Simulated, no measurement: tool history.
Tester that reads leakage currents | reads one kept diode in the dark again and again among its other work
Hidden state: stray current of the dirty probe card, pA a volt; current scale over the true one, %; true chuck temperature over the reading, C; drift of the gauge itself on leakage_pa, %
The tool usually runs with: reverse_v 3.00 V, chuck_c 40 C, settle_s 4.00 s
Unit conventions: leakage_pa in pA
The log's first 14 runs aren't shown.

run,day,reverse_v,chuck_c,settle_s,hours of work since the probe card was cleaned,hours of work since the tester was calibrated,hours of work since the chuck was calibrated,leakage_pa
15,13.521,1.02,22,4.05,1269,673,308,6.91
16,14.742,1.02,22,4.05,1283,687,322,6.84
17,16.088,1.02,22,4.05,1298,702,338,6.80
18,17.212,1.02,22,4.05,1311,715,350,6.81
19,18.592,3.00,40,4.00,1327,731,366,53.44
20,19.538,3.00,40,4.00,1338,742,377,53.48
21,20.550,3.00,40,4.00,1350,753,389,53.36
22,21.671,3.00,34,1.73,1362,766,401,34.30
23,23.079,3.00,34,1.73,1378,782,418,34.27
24,23.975,12.98,40,4.00,1389,792,428,126.04
25,25.321,1.48,40,0.45,1404,808,443,36.36
26,26.183,3.00,47,1.48,1414,818,453,89.85
27,27.433,10.61,37,1.71,1428,832,467,90.33
28,28.512,3.10,22,1.14,1441,844,480,13.71
29,29.850,2.86,56,5.63,1456,860,495,163.26
30,30.938,1.94,45,5.63,1468,872,507,60.28
31,31.646,9.29,40,6.91,1477,880,516,103.66
32,32.925,9.29,40,6.91,1491,895,530,103.31
33,33.900,7.92,47,7.21,1502,906,541,156.54
34,35.354,7.92,47,7.21,1519,923,558,157.41
35,36.012,5.26,47,1.92,1526,930,566,124.22
36,37.104,5.26,47,1.92,1539,943,578,124.81
37,38.512,5.26,47,1.92,1555,959,594,124.39
38,39.771,5.26,47,1.92,1569,973,609,124.44
39,40.354,1.24,47,4.73,1576,980,615,53.44

Branching from run 39: 4 alternative next runs. What would each branch give?
A,41.033,1.57,47,4.73,1584,988,623,?
B,41.033,1.36,40,4.00,1584,988,623,?
C,41.033,1.62,29,4.00,1584,988,623,?
D,41.033,7.63,40,4.00,1584,988,623,?

run,leakage_pa
A,61.35
B,33.70
C,16.09
D,92.09
What these runs would have given with no unlogged condition in the tool:
run,leakage_pa
A,61.30
B,33.67
C,16.06
D,91.95

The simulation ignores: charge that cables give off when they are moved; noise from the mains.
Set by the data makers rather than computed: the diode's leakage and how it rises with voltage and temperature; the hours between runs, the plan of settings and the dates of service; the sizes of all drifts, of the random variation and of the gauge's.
